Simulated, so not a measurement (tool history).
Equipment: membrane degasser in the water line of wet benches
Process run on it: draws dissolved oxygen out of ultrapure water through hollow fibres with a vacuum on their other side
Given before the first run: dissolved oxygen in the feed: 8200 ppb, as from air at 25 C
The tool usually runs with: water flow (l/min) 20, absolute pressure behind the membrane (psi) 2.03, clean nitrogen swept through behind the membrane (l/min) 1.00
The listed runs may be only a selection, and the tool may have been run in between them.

| run | day | water flow (l/min) | absolute pressure behind the membrane (psi) | clean nitrogen swept through behind the membrane (l/min) | dissolved oxygen in the water behind the degasser (ppb) | pressure that the water loses in the fibres (psi) |
|---|---|---|---|---|---|---|
| 1 | 0.000 | 20 | 2.03 | 1.00 | 477.4 | 7.921 |
| 2 | 4.017 | 20 | 2.03 | 1.00 | 475.0 | 7.945 |
|  | 5.062 | seals of the vacuum lines changed |
| 3 | 7.625 | 30 | 2.03 | 1.00 | 663.9 | 11.873 |
| 4 | 10.779 | 20 | 2.03 | 1.00 | 471.8 | 7.881 |
| 5 | 13.817 | 20 | 2.03 | 1.00 | 473.0 | 7.931 |
| 6 | 16.900 | 20 | 2.03 | 1.00 | 473.1 | 7.947 |
| 7 | 19.329 | 20 | 2.03 | 1.00 | 474.5 | 7.929 |
| 8 | 23.121 | 20 | 2.03 | 1.00 | 473.5 | 7.873 |
| 9 | 26.517 | 20 | 2.03 | 1.00 | 471.7 | 7.979 |
| 10 | 28.833 | 20 | 2.03 | 1.00 | 472.5 | 7.915 |
| 11 | 32.296 | 20 | 2.26 | 1.00 | 538.3 | 7.981 |
|  | 32.617 | vacuum gauge calibrated |
| 12 | 36.671 | 20 | 2.26 | 1.00 | 548.8 | 7.939 |
| 13 | 38.862 | 20 | 2.26 | 1.00 | 542.3 | 7.979 |
| 14 | 41.550 | 20 | 2.03 | 1.00 | 485.8 | 7.980 |
| 15 | 45.396 | 20 | 2.03 | 1.00 | 483.2 | 7.950 |
| 16 | 48.617 | 20 | 2.03 | 1.00 | 485.1 | 7.964 |
| 17 | 50.888 | 32 | 1.41 | 1.58 | 315.8 | 12.733 |
|  | 53.200 | vacuum gauge calibrated, once more |
| 18 | 53.288 | 20 | 2.22 | 2.08 | 270.1 | 7.967 |
| 19 | 56.296 | 13 | 2.02 | 0.43 | 641.0 | 5.179 |
| 20 | 60.325 | 13 | 2.02 | 0.43 | 641.0 | 5.172 |
| 21 | 62.712 | 12 | 1.70 | 1.53 | 159.4 | 4.793 |
| 22 | 64.892 | 17 | 1.70 | 1.53 | 218.9 | 6.753 |
| 23 | 67.088 | 17 | 1.70 | 0.43 | 636.0 | 6.760 |
| 24 | 71.100 | 13 | 2.00 | 1.72 | 191.4 | 5.173 |
| 25 | 73.629 | 13 | 2.00 | 1.72 | 190.6 | 5.200 |
| 26 | 75.567 | 20 | 1.22 | 1.58 | 154.8 | 7.984 |
| 27 | 78.358 | 22 | 2.03 | 1.00 | 503.5 | 8.741 |
| 28 | 81.175 | 20 | 1.60 | 1.51 | 239.0 | 8.000 |
| 29 | 83.475 | 13 | 1.60 | 1.09 | 216.7 | 5.159 |
| 30 | 87.538 | 28 | 3.06 | 1.43 | 730.6 | 11.226 |
| 31 | 89.608 | 28 | 4.53 | 2.60 | 666.4 | 11.182 |

Selected run-to-run steps in dissolved oxygen in the water behind the degasser (ppb), each split into two signed amounts: the part the tool would show with no hidden state at all (from settings, incoming material and random variation), and the remainder, which goes to the hidden state together with any gauge scatter not common to the measured and the hidden-state-free results:
What the log doesn't record here: membrane still open, %; true pressure behind the membrane over the reading, kPa; air that leaks in behind the membrane, l/min; drift of the gauge itself on oxygen_ppb, %; drift of the gauge itself on loss_of_pressure_kpa, %.
Run 3 -> 4: water flow (l/min) 30 -> 20. dissolved oxygen in the water behind the degasser (ppb) -192.1: hidden state -3.6, all else -188.5.
Run 11 -> 12: vacuum gauge calibrated. dissolved oxygen in the water behind the degasser (ppb) +10.5: hidden state +8.1, all else +2.4.
Run 17 -> 18: water flow (l/min) 32 -> 20, absolute pressure behind the membrane (psi) 1.41 -> 2.22, clean nitrogen swept through behind the membrane (l/min) 1.58 -> 2.08, vacuum gauge calibrated, once more. dissolved oxygen in the water behind the degasser (ppb) -45.7: hidden state -22.6, all else -23.1.
Run 20 -> 21: water flow (l/min) 13 -> 12, absolute pressure behind the membrane (psi) 2.02 -> 1.70, clean nitrogen swept through behind the membrane (l/min) 0.43 -> 1.53. dissolved oxygen in the water behind the degasser (ppb) -481.6: hidden state +0.0, all else -481.6.
Run 23 -> 24: water flow (l/min) 17 -> 13, absolute pressure behind the membrane (psi) 1.70 -> 2.00, clean nitrogen swept through behind the membrane (l/min) 0.43 -> 1.72. dissolved oxygen in the water behind the degasser (ppb) -444.6: hidden state +1.1, all else -445.7.
Run 29 -> 30: water flow (l/min) 13 -> 28, absolute pressure behind the membrane (psi) 1.60 -> 3.06, clean nitrogen swept through behind the membrane (l/min) 1.09 -> 1.43. dissolved oxygen in the water behind the degasser (ppb) +513.9: hidden state +1.5, all else +512.4.

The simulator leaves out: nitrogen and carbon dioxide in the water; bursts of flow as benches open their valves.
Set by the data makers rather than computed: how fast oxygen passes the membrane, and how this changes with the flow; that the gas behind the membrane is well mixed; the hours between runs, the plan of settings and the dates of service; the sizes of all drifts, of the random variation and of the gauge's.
